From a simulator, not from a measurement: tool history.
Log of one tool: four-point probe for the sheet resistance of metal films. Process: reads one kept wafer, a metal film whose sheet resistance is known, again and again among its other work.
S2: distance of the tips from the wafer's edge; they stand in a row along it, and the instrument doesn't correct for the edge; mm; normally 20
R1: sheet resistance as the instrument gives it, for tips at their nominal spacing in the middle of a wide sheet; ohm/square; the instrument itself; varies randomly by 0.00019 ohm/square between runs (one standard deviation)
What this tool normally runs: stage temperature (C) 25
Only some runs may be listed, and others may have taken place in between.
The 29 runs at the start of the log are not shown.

{"run": 30, "hour": 2404.0, "stage temperature (C)": 32, "S2": 5, "R1": 0.940426}
{"hour": 2477.7, "done": "stage's thermometer calibrated"}
{"run": 31, "hour": 2480.6, "stage temperature (C)": 25, "S2": 7, "R1": 0.94029}
{"run": 32, "hour": 2587.0, "stage temperature (C)": 26, "S2": 8, "R1": 0.940231}
{"run": 33, "hour": 2644.2, "stage temperature (C)": 26, "S2": 8, "R1": 0.940489}
{"run": 34, "hour": 2701.4, "stage temperature (C)": 28, "S2": 65, "R1": 0.93892}
{"run": 35, "hour": 2790.5, "stage temperature (C)": 28, "S2": 65, "R1": 0.939553}
{"run": 36, "hour": 2892.9, "stage temperature (C)": 25, "S2": 65, "R1": 0.94037}
{"run": 37, "hour": 2999.1, "stage temperature (C)": 27, "S2": 35, "R1": 0.941521}
{"run": 38, "hour": 3114.3, "stage temperature (C)": 27, "S2": 35, "R1": 0.942148}
{"run": 39, "hour": 3190.8, "stage temperature (C)": 27, "S2": 35, "R1": 0.942492}
{"run": 40, "hour": 3295.9, "stage temperature (C)": 18, "S2": 35, "R1": 0.944574}
{"run": 41, "hour": 3400.9, "stage temperature (C)": 33, "S2": 54, "R1": 0.943291}
{"run": 42, "hour": 3453.8, "stage temperature (C)": 23, "S2": 9, "R1": 0.946779}
{"run": 43, "hour": 3535.3, "stage temperature (C)": 23, "S2": 9, "R1": 0.947177}
{"run": 44, "hour": 3637.3, "stage temperature (C)": 23, "S2": 9, "R1": 0.947777}
{"run": 45, "hour": 3742.4, "stage temperature (C)": 27, "S2": 50, "R1": 0.946497}

Forecast each of these 3 alternatives for the next run:
{"hour": 3791.0, "done": "new probe head fitted"}
{"run": "A", "hour": 3834.6, "stage temperature (C)": 26, "S2": 20, "R1": "?"}
{"hour": 3791.0, "done": "new probe head fitted"}
{"run": "B", "hour": 3834.6, "stage temperature (C)": 30, "S2": 50, "R1": "?"}
{"hour": 3791.0, "done": "new probe head fitted"}
{"run": "C", "hour": 3834.6, "stage temperature (C)": 27, "S2": 16, "R1": "?"}

run=A R1=0.933994
run=B R1=0.933438
run=C R1=0.933962
What these runs would have given with no unlogged condition in the tool:
run=A R1=0.935341
run=B R1=0.934781
run=C R1=0.935308

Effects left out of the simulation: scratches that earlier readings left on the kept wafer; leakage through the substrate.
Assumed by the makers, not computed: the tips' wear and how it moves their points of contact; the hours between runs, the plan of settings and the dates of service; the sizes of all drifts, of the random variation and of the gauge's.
